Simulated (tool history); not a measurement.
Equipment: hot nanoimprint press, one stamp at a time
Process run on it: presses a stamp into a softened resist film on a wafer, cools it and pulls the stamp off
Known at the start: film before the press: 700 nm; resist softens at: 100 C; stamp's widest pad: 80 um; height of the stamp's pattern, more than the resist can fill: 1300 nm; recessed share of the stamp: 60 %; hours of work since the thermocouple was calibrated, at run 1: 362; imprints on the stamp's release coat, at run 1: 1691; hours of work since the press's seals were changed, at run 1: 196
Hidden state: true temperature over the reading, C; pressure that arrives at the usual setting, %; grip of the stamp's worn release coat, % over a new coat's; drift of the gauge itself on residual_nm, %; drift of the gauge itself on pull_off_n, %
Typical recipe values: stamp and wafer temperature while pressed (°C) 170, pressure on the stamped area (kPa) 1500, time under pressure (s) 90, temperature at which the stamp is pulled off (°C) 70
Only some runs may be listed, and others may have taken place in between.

run	hour	stamp and wafer temperature while pressed (°C)	pressure on the stamped area (kPa)	time under pressure (s)	temperature at which the stamp is pulled off (°C)	hours of work since the thermocouple was calibrated	imprints on the stamp's release coat	hours of work since the press's seals were changed	resist left under the stamp's widest pad (Å)	greatest force while the stamp is pulled off (N)
1	0	170	1500	90	70	362	1691	196	3461	142
2	6.2	170	1500	90	70	367	1716	201	3446	141
3	17.4	170	1500	90	70	376	1760	210	3463	149
4	26	170	1500	90	70	382	1795	217	3483	142
5	32.6	170	1500	90	70	388	1821	222	3485	149
6	40.9	170	1500	90	75	394	1854	228	3489	129
7	50.5	178	1500	90	70	402	1892	236	2300	143
8	60	178	1060	90	70	409	1930	243	2757	148
9	66.3	170	2250	51	70	414	1955	248	3549	143
10	73.1	170	2250	51	70	419	1982	254	3501	142
11	79.4	161	1500	103	70	424	2007	259	5023	147
12	85.2	170	1190	118	70	429	2031	263	3528	138
13	93.6	160	2030	118	70	436	2064	270	4567	144
14	105.2	160	2030	118	70	445	2110	279	4564	141
15	112.3	160	2030	118	70	450	2139	285	4602	145
16	119.9	171	1630	171	64	456	2169	290	2485	165

Forecast each of these 4 alternatives for the next run:
# hour 129.5: plate thermocouple calibrated
A	132.8	170	1400	51	64	3	2208	298	?	?
# hour 129.5: plate thermocouple calibrated
B	132.8	170	1690	90	70	3	2208	298	?	?
# hour 129.5: plate thermocouple calibrated
C	132.8	171	1360	171	71	3	2208	298	?	?
# hour 129.5: plate thermocouple calibrated
D	132.8	170	1010	90	67	3	2208	298	?	?

run	resist left under the stamp's widest pad (Å)	greatest force while the stamp is pulled off (N)
A	4288	165
B	3311	150
C	2716	143
D	4149	157
With no hidden state in the tool, these same runs would have given:
run	resist left under the stamp's widest pad (Å)	greatest force while the stamp is pulled off (N)
A	4287	164
B	3311	148
C	2715	141
D	4149	155

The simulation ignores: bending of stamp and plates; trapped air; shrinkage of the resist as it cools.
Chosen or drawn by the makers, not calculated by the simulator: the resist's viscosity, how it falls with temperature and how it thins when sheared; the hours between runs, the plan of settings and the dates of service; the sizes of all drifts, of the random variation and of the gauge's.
